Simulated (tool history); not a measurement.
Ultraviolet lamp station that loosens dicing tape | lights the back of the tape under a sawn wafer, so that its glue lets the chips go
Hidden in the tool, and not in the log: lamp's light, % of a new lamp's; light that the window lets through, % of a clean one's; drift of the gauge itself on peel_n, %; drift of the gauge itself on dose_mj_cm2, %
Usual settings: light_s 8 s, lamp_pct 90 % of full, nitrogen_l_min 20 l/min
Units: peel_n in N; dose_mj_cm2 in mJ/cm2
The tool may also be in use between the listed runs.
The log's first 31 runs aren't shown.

run	day	light_s	lamp_pct	nitrogen_l_min	hours of work of the lamp	hours of work since the window was cleaned	peel_n	dose_mj_cm2
32	47.417	8	100	22	1015	50	0.608	444
33	49.154	9	90	35	1034	69	0.467	442
34	51.133	8	60	7	1056	91	1.981	264
35	52.508	4	87	11	1071	106	2.181	184
36	53.408	8	79	9	1081	116	1.455	335
37	54.688	8	66	8	1095	130	1.758	285
38	55.646	8	82	20	1105	140	0.896	344
39	56.896	12	65	11	1119	154	1.027	411
40	58.762	12	65	11	1139	174	1.034	405
41	59.892	12	65	11	1152	187	1.044	405
42	61.483	5	61	25	1169	204	1.991	157
43	63.458	5	61	25	1191	226	1.962	153

Forecast each of these 3 alternatives for the next run:
A	64.429	8	89	20	1202	236	?	?
B	64.429	8	68	15	1202	236	?	?
C	64.429	4	99	20	1202	236	?	?

run	peel_n	dose_mj_cm2
A	0.878	361
B	1.488	274
C	1.756	201
Without the tool's hidden state the same runs would have given:
run	peel_n	dose_mj_cm2
A	0.466	535
B	0.908	407
C	1.154	298
